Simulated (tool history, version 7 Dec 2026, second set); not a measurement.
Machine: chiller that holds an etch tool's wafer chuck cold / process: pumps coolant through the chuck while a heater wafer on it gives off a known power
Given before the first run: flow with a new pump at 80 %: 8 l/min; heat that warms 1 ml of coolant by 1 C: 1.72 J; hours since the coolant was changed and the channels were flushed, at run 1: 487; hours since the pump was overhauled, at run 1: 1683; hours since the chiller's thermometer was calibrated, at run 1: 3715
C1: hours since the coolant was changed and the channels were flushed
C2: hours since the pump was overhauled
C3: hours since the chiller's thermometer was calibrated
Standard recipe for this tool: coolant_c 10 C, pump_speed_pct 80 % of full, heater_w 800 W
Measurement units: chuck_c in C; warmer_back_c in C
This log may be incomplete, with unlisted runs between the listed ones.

Run 1, hour 0: usual settings; C1 487; C2 1683; C3 3715. Result: chuck_c 16.8 C, warmer_back_c 3.68 C.
Run 2, hour 48.6: usual settings; C1 535; C2 1732; C3 3764. Result: chuck_c 16.85 C, warmer_back_c 3.67 C.
Run 3, hour 79.5: usual settings; C1 566; C2 1762; C3 3795. Result: chuck_c 16.83 C, warmer_back_c 3.7 C.
Run 4, hour 132.2: usual settings but heater_w 820 W; C1 619; C2 1815; C3 3847. Result: chuck_c 17.07 C, warmer_back_c 3.77 C.
Run 5, hour 183.2: usual settings but pump_speed_pct 64 % of full; C1 670; C2 1866; C3 3898. Result: chuck_c 18.58 C, warmer_back_c 4.66 C.
Run 6, hour 236.4: usual settings but coolant_c 12 C, pump_speed_pct 64 % of full; C1 723; C2 1919; C3 3951. Result: chuck_c 20.57 C, warmer_back_c 4.62 C.
Run 7, hour 293.8: usual settings but coolant_c 12 C, pump_speed_pct 64 % of full; C1 781; C2 1977; C3 4009. Result: chuck_c 20.73 C, warmer_back_c 4.67 C.
Run 8, hour 337.9: usual settings but coolant_c 12 C, pump_speed_pct 64 % of full; C1 825; C2 2021; C3 4053. Result: chuck_c 20.72 C, warmer_back_c 4.65 C.
Run 9, hour 391.5: usual settings but coolant_c 12 C, pump_speed_pct 64 % of full; C1 878; C2 2075; C3 4107. Result: chuck_c 20.66 C, warmer_back_c 4.62 C.
Run 10, hour 438.4: usual settings but pump_speed_pct 72 % of full; C1 925; C2 2121; C3 4153. Result: chuck_c 17.58 C, warmer_back_c 4.16 C.
Run 11, hour 465.7: usual settings but pump_speed_pct 72 % of full; C1 952; C2 2149; C3 4181. Result: chuck_c 17.55 C, warmer_back_c 4.07 C.
Run 12, hour 524: usual settings but pump_speed_pct 72 % of full; C1 1011; C2 2207; C3 4239. Result: chuck_c 17.63 C, warmer_back_c 4.15 C.
Run 13, hour 549.2: usual settings but pump_speed_pct 93 % of full; C1 1036; C2 2232; C3 4264. Result: chuck_c 16 C, warmer_back_c 3.2 C.
Run 14, hour 601.6: usual settings but coolant_c 2 C, pump_speed_pct 86 % of full, heater_w 1101 W; C1 1088; C2 2285; C3 4317. Result: chuck_c 11.12 C, warmer_back_c 4.79 C.
Run 15, hour 625.3: usual settings but coolant_c 2 C, pump_speed_pct 86 % of full, heater_w 1101 W; C1 1112; C2 2308; C3 4340. Result: chuck_c 11.03 C, warmer_back_c 4.77 C.
Run 16, hour 655.8: usual settings but pump_speed_pct 66 % of full, heater_w 811 W; C1 1143; C2 2339; C3 4371. Result: chuck_c 18.55 C, warmer_back_c 4.67 C.

3 options for the next run, each taken on its own from the tool as it stands now. Forecast them:
At hour 698.3: chiller's thermometer calibrated.
Run A, hour 707.6: usual settings but heater_w 667 W; C1 1193; C2 2390; C3 9. Result: chuck_c ?, warmer_back_c ?.
At hour 698.3: chiller's thermometer calibrated.
Run B, hour 707.6: usual settings but pump_speed_pct 82 % of full, heater_w 811 W; C1 1193; C2 2390; C3 9. Result: chuck_c ?, warmer_back_c ?.
At hour 698.3: chiller's thermometer calibrated.
Run C, hour 707.6: usual settings but coolant_c 20 C, pump_speed_pct 70 % of full, heater_w 552 W; C1 1193; C2 2390; C3 9. Result: chuck_c ?, warmer_back_c ?.

run  chuck_c  warmer_back_c
  A    16.34           3.16
  B    17.39            3.7
  C    25.61           2.96
What these runs would have given with no unlogged condition in the tool:
run  chuck_c  warmer_back_c
  A    15.84           2.94
  B    16.79           3.45
  C    25.13           2.76
